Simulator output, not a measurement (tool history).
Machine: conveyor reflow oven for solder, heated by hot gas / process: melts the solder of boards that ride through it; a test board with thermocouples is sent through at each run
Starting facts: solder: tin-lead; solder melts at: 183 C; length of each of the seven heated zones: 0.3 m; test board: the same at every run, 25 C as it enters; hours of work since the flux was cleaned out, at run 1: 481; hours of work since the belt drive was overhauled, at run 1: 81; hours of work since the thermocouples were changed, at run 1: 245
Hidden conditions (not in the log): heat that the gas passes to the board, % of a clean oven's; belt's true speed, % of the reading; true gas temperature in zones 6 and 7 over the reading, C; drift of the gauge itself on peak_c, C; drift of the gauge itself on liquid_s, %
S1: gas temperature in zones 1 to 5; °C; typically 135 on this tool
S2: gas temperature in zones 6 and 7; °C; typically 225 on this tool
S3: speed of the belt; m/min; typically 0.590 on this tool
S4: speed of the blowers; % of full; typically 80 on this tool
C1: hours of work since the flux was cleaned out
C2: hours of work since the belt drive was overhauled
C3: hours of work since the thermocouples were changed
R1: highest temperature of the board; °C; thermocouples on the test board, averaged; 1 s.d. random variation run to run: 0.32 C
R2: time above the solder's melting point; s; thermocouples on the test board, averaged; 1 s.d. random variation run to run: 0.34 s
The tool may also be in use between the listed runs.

run     day   S1   S2     S3  S4   C1   C2   C3     R1    R2
  1   0.000  135  225  0.590  80  481   81  245  207.2  37.4
  2   0.242  135  225  0.590  80  484   84  248  208.1  37.5
      0.804  -- flux residue cleaned out of gas plates and filters
  3   0.812  135  225  0.590  80    0   88  252  210.9  40.5
  4   1.192  135  225  0.590  80    5   93  257  211.0  41.3
  5   1.383  135  225  0.590  74    7   95  260  209.1  39.3
  6   1.675  135  225  0.590  74   11   99  263  209.4  39.2
  7   2.012  135  225  0.590  74   15  103  268  209.0  39.3
  8   2.379  135  225  0.590  74   20  108  272  208.9  39.4
  9   2.571  135  225  0.590  74   22  111  275  209.1  39.4
 10   2.904  135  225  0.590  74   27  115  279  208.4  39.6
 11   3.254  135  225  0.590  74   31  119  283  209.2  39.2
 12   3.462  135  226  0.590  80   34  122  286  211.5  41.1
 13   3.783  135  225  0.590  80   38  126  290  210.8  40.6
 14   4.212  135  225  0.590  80   43  131  295  210.9  40.5
 15   4.667  135  225  0.590  54   49  137  301  202.0  31.0
 16   5.079  135  225  0.590  54   54  142  306  202.1  31.2
      5.288  -- belt drive overhauled, speed set with a stopwatch
 17   5.621  135  225  0.590  54   59    4  311  202.0  31.0
 18   5.912  135  225  0.590  54   63    8  315  202.1  31.1
 19   6.250  124  218  0.590  78   67   12  319  202.0  30.9
 20   6.592  124  218  0.590  70   71   17  324  199.8  27.7
 21   6.983  135  215  0.590  80   76   21  329  202.2  33.7
 22   7.338  135  215  0.590  80   81   26  333  202.3  33.7
      7.612  -- belt drive overhauled, speed set with a stopwatch, once more
 23   7.846  148  225  0.585  87   85    3  337  214.0  47.6
 24   8.242  148  225  0.585  87   90    8  342  213.8  48.4
 25   8.538  121  225  0.590  62   94   12  346  201.8  28.6
 26   8.975  135  223  0.590  84   99   17  352  209.9  40.1
 27   9.183  130  219  0.686  71  102   20  354  196.8  20.6
 28   9.575  123  219  0.686  57  107   25  359  189.0   9.8
 29   9.788  135  236  0.590  57  110   28  362  212.1  39.6
 30  10.100  144  229  0.708  65  114   32  366  204.8  29.9
 31  10.525  144  229  0.708  65  119   37  371  205.1  29.9

How would selected steps in R1 from run to run divide? Give the signed amount a tool lacking its hidden state would still show from settings, what came in and random variation, and the signed amount left for the hidden state, including any gauge scatter that is not in both of the compared results.
Run 2 -> 3: flux residue cleaned out of gas plates and filters. R1 +2.8 °C: hidden state +3.4, all else -0.6.
Run 24 -> 25: S1 148 -> 121, S3 0.585 -> 0.590, S4 87 -> 62. R1 -12.0 °C: hidden state -0.3, all else -11.7.
Run 26 -> 27: S1 135 -> 130, S2 223 -> 219, S3 0.590 -> 0.686, S4 84 -> 71. R1 -13.1 °C: hidden state -0.1, all else -13.0.
Run 28 -> 29: S1 123 -> 135, S2 219 -> 236, S3 0.686 -> 0.590. R1 +23.1 °C: hidden state +0.2, all else +22.9.
